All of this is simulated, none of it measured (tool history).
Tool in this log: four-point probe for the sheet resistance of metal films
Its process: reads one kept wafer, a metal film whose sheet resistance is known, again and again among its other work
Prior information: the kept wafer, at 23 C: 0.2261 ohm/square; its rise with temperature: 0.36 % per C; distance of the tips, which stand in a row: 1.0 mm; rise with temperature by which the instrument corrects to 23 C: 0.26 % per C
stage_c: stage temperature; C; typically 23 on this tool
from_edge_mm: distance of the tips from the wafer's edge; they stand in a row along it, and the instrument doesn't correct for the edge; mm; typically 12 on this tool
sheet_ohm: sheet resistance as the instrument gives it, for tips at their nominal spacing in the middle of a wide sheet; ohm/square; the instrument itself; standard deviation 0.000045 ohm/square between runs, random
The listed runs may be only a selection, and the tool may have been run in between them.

{"run": 1, "day": 0.0, "stage_c": 23, "from_edge_mm": 12, "sheet_ohm": 0.226976}
{"run": 2, "day": 0.596, "stage_c": 23, "from_edge_mm": 12, "sheet_ohm": 0.226838}
{"run": 3, "day": 1.562, "stage_c": 23, "from_edge_mm": 12, "sheet_ohm": 0.226972}
{"run": 4, "day": 2.117, "stage_c": 23, "from_edge_mm": 12, "sheet_ohm": 0.226886}
{"run": 5, "day": 2.692, "stage_c": 23, "from_edge_mm": 12, "sheet_ohm": 0.226911}
{"run": 6, "day": 3.175, "stage_c": 23, "from_edge_mm": 12, "sheet_ohm": 0.22698}
{"run": 7, "day": 3.746, "stage_c": 23, "from_edge_mm": 12, "sheet_ohm": 0.226871}
{"run": 8, "day": 4.417, "stage_c": 23, "from_edge_mm": 12, "sheet_ohm": 0.226917}
{"run": 9, "day": 4.933, "stage_c": 23, "from_edge_mm": 12, "sheet_ohm": 0.226907}
{"run": 10, "day": 5.471, "stage_c": 23, "from_edge_mm": 12, "sheet_ohm": 0.226829}
{"run": 11, "day": 5.996, "stage_c": 23, "from_edge_mm": 12, "sheet_ohm": 0.226943}
{"run": 12, "day": 6.954, "stage_c": 23, "from_edge_mm": 12, "sheet_ohm": 0.226919}
{"run": 13, "day": 7.858, "stage_c": 24, "from_edge_mm": 23, "sheet_ohm": 0.226545}
{"run": 14, "day": 8.871, "stage_c": 18, "from_edge_mm": 6, "sheet_ohm": 0.228186}
{"run": 15, "day": 9.75, "stage_c": 23, "from_edge_mm": 14, "sheet_ohm": 0.226745}
{"run": 16, "day": 10.625, "stage_c": 23, "from_edge_mm": 14, "sheet_ohm": 0.226691}
{"run": 17, "day": 11.254, "stage_c": 22, "from_edge_mm": 14, "sheet_ohm": 0.226444}
{"run": 18, "day": 12.138, "stage_c": 22, "from_edge_mm": 14, "sheet_ohm": 0.226449}
{"run": 19, "day": 12.833, "stage_c": 23, "from_edge_mm": 5, "sheet_ohm": 0.230916}
{"run": 20, "day": 13.579, "stage_c": 23, "from_edge_mm": 20, "sheet_ohm": 0.226458}
{"run": 21, "day": 14.525, "stage_c": 29, "from_edge_mm": 19, "sheet_ohm": 0.227749}
{"run": 22, "day": 15.088, "stage_c": 23, "from_edge_mm": 26, "sheet_ohm": 0.226256}

Below are 3 alternative next runs, each starting from the tool's condition after run 22. Predict each:
{"run": "A", "day": 15.525, "stage_c": 27, "from_edge_mm": 3, "sheet_ohm": "?"}
{"run": "B", "day": 15.525, "stage_c": 23, "from_edge_mm": 61, "sheet_ohm": "?"}
{"run": "C", "day": 15.525, "stage_c": 28, "from_edge_mm": 56, "sheet_ohm": "?"}

run=A sheet_ohm=0.239673
run=B sheet_ohm=0.226127
run=C sheet_ohm=0.227301
Without the tool's unlogged condition, the same runs would have read:
run=A sheet_ohm=0.239703
run=B sheet_ohm=0.226155
run=C sheet_ohm=0.227330

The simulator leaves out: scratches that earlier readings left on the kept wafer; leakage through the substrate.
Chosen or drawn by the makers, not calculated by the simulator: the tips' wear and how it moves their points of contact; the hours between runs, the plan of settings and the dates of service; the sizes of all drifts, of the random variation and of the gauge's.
